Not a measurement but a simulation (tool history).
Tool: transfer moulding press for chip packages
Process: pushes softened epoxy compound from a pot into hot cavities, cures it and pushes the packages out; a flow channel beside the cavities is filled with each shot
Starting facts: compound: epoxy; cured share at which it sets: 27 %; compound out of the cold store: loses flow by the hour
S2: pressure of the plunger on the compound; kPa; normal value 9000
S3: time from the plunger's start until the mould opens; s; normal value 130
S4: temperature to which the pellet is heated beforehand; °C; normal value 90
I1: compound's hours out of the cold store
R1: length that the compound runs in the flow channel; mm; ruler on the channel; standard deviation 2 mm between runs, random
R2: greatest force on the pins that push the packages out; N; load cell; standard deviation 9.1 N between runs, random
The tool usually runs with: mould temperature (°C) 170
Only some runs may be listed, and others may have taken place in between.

{"run": 1, "hour": 0.0, "mould temperature (°C)": 170, "S2": 9000, "S3": 130, "S4": 90, "I1": 18.2, "R1": 735, "R2": 434}
{"run": 2, "hour": 25.0, "mould temperature (°C)": 170, "S2": 9000, "S3": 130, "S4": 90, "I1": 23.7, "R1": 725, "R2": 409}
{"run": 3, "hour": 48.3, "mould temperature (°C)": 170, "S2": 9000, "S3": 130, "S4": 90, "I1": 40.4, "R1": 671, "R2": 427}
{"run": 4, "hour": 62.3, "mould temperature (°C)": 170, "S2": 9000, "S3": 130, "S4": 90, "I1": 28.4, "R1": 705, "R2": 429}
{"hour": 65.8, "done": "cavities cleaned with cleaning compound and waxed"}
{"run": 5, "hour": 85.9, "mould temperature (°C)": 170, "S2": 9000, "S3": 125, "S4": 90, "I1": 25.7, "R1": 716, "R2": 449}
{"run": 6, "hour": 102.7, "mould temperature (°C)": 170, "S2": 9000, "S3": 125, "S4": 90, "I1": 28.7, "R1": 705, "R2": 436}
{"run": 7, "hour": 125.9, "mould temperature (°C)": 170, "S2": 9000, "S3": 125, "S4": 90, "I1": 9.2, "R1": 775, "R2": 474}
{"run": 8, "hour": 150.1, "mould temperature (°C)": 170, "S2": 9000, "S3": 125, "S4": 90, "I1": 27.8, "R1": 711, "R2": 445}
{"hour": 154.1, "done": "cavities cleaned with cleaning compound and waxed"}
{"run": 9, "hour": 165.6, "mould temperature (°C)": 170, "S2": 9000, "S3": 125, "S4": 90, "I1": 25, "R1": 717, "R2": 441}
{"run": 10, "hour": 177.0, "mould temperature (°C)": 170, "S2": 9000, "S3": 125, "S4": 90, "I1": 17.9, "R1": 741, "R2": 448}
{"run": 11, "hour": 191.6, "mould temperature (°C)": 170, "S2": 9000, "S3": 130, "S4": 90, "I1": 10.1, "R1": 769, "R2": 438}
{"run": 12, "hour": 217.7, "mould temperature (°C)": 170, "S2": 9000, "S3": 130, "S4": 90, "I1": 25.8, "R1": 716, "R2": 429}
{"hour": 242.8, "done": "cavities cleaned with cleaning compound and waxed"}
{"run": 13, "hour": 242.8, "mould temperature (°C)": 170, "S2": 9000, "S3": 130, "S4": 90, "I1": 35.4, "R1": 683, "R2": 413}
{"run": 14, "hour": 268.3, "mould temperature (°C)": 170, "S2": 9000, "S3": 130, "S4": 90, "I1": 16.6, "R1": 746, "R2": 439}
{"run": 15, "hour": 296.2, "mould temperature (°C)": 170, "S2": 9000, "S3": 130, "S4": 90, "I1": 45.8, "R1": 650, "R2": 419}

Run 16 is up next; what results do you expect?
{"run": 16, "hour": 314.3, "mould temperature (°C)": 170, "S2": 9000, "S3": 130, "S4": 90, "I1": 8, "R1": "?", "R2": "?"}

R1: 776 mm
R2: 436 N
With no hidden state in the tool, this same run would have given R1 777 mm, R2 431 N.
